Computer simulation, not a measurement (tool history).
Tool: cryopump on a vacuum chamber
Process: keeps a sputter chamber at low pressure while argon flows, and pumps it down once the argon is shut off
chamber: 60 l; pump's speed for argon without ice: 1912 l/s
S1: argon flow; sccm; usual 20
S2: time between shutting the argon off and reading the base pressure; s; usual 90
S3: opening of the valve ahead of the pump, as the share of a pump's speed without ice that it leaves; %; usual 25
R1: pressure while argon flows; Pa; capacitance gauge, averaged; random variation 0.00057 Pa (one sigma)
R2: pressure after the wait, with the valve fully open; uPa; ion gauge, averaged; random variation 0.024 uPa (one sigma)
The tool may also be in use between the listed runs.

run,day,S1,S2,S3,R1,R2
1,0,20,90,25,0.0721,2.01
2,1.854,20,86,25,0.0723,2.08
3,3.804,20,86,25,0.0722,2.08
4,6.525,20,86,25,0.0723,2.14
5,8.8,20,86,25,0.072,2.22
6,11.425,20,86,25,0.072,2.24
7,13.625,20,86,25,0.0731,2.21
8,15.704,13,86,25,0.0478,2.22
9,17.479,13,86,25,0.0467,2.26
10,18.658,13,86,25,0.0476,2.24
11,21.217,13,86,25,0.0471,2.33
12,23.262,13,86,25,0.0479,2.3
13,24.95,13,86,25,0.048,2.44
14,27.779,13,86,25,0.0477,2.51
15,29.371,15,68,25,0.0558,2.7
16,31.971,15,68,25,0.0552,2.72
17,34.229,16,22,57,0.0271,4.84
18,36.762,16,22,57,0.0274,4.96
# day 37.983: pump warmed up, emptied and cooled again
19,38.433,20,62,26,0.0682,2.7
20,40.246,25,29,44,0.0499,3.95
21,41.567,20,145,25,0.0712,1.99
22,43.704,20,90,40,0.0448,2.32
23,45.183,37,90,29,0.1148,2.33
24,46.358,9,77,29,0.0278,2.47
25,48.4,20,32,25,0.0713,3.84
26,49.862,21,90,25,0.0744,2.39
27,51.279,21,88,20,0.0935,2.48

Forecast each of these 4 alternatives for the next run:
A,52.838,21,84,37,?,?
B,52.838,20,93,48,?,?
C,52.838,31,90,19,?,?
D,52.838,25,164,50,?,?

run,R1,R2
A,0.0503,2.43
B,0.038,2.41
C,0.1458,2.34
D,0.045,2.04
Without the tool's hidden state the same runs would have given:
run,R1,R2
A,0.0492,0.96
B,0.037,0.9
C,0.1442,0.9
D,0.0438,0.56
